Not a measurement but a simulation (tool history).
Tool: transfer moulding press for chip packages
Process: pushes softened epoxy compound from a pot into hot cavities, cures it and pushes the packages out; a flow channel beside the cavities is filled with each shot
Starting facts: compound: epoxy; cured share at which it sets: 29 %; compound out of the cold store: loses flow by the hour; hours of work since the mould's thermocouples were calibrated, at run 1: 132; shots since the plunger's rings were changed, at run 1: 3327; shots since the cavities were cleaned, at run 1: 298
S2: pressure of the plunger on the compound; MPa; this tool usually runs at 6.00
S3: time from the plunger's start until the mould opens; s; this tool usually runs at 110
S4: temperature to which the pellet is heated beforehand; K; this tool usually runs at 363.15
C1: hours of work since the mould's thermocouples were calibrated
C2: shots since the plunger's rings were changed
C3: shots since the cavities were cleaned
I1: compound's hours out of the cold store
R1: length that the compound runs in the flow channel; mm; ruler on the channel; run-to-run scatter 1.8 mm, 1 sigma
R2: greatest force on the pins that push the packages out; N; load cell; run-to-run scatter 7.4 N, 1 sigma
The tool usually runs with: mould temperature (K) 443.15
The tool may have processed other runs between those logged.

Run 1, hour 0.0: usual settings; C1 132; C2 3327; C3 298; I1 38.4. Result: R1 557 mm, R2 500 N.
At hour 22.8: cavities cleaned with cleaning compound and waxed.
Run 2, hour 33.4: usual settings; C1 157; C2 3730; C3 134; I1 13.5. Result: R1 600 mm, R2 423 N.
Run 3, hour 53.0: usual settings; C1 173; C2 3978; C3 382; I1 18.5. Result: R1 590 mm, R2 541 N.
At hour 68.0: cavities cleaned with cleaning compound and waxed.
Run 4, hour 77.0: usual settings but S3 147 s; C1 191; C2 4262; C3 114; I1 8.9. Result: R1 607 mm, R2 361 N.
Run 5, hour 98.4: usual settings but S3 147 s; C1 208; C2 4532; C3 384; I1 30.0. Result: R1 565 mm, R2 473 N.
At hour 114.4: cavities cleaned with cleaning compound and waxed.
Run 6, hour 122.1: usual settings; C1 225; C2 4812; C3 98; I1 30.5. Result: R1 561 mm, R2 385 N.
Run 7, hour 145.0: usual settings; C1 244; C2 5102; C3 388; I1 44.2. Result: R1 534 mm, R2 521 N.
At hour 160.1: cavities cleaned with cleaning compound and waxed.
Run 8, hour 173.7: usual settings; C1 265; C2 5445; C3 172; I1 27.3. Result: R1 563 mm, R2 419 N.
At hour 183.0: plunger's sealing rings changed.
Run 9, hour 193.8: usual settings; C1 279; C2 137; C3 394; I1 28.2. Result: R1 593 mm, R2 510 N.
At hour 208.9: cavities cleaned with cleaning compound and waxed.
Run 10, hour 210.0: usual settings but S2 4.62 MPa, S3 127 s, S4 369.15 K; C1 291; C2 322; C3 14; I1 34.5. Result: R1 508 mm, R2 299 N.
Run 11, hour 226.4: usual settings but mould temperature (K) 439.15; C1 304; C2 530; C3 222; I1 40.0. Result: R1 574 mm, R2 502 N.
Run 12, hour 243.4: usual settings but mould temperature (K) 441.15, S2 5.73 MPa, S3 101 s, S4 357.15 K; C1 318; C2 744; C3 436; I1 10.4. Result: R1 615 mm, R2 690 N.
At hour 256.1: cavities cleaned with cleaning compound and waxed.
Run 13, hour 259.2: usual settings but mould temperature (K) 449.15, S2 7.07 MPa, S3 92 s, S4 365.15 K; C1 329; C2 925; C3 39; I1 20.4. Result: R1 648 mm, R2 348 N.

Had the tool no unlogged condition, and each run kept its random variation, what would the results have been?
Hidden state at play: true mould temperature over the reading, C; pressure that reaches the compound, % of what is set; grip of the stained cavities, % over clean ones'; drift of the gauge itself on flow_mm, %; drift of the gauge itself on push_out_n, %.
run   R1   R2
  1  576  311
  2  623  326
  3  614  321
  4  634  279
  5  592  275
  6  589  311
  7  563  312
  8  596  317
  9  596  306
 10  511  285
 11  579  362
 12  621  422
 13  656  316
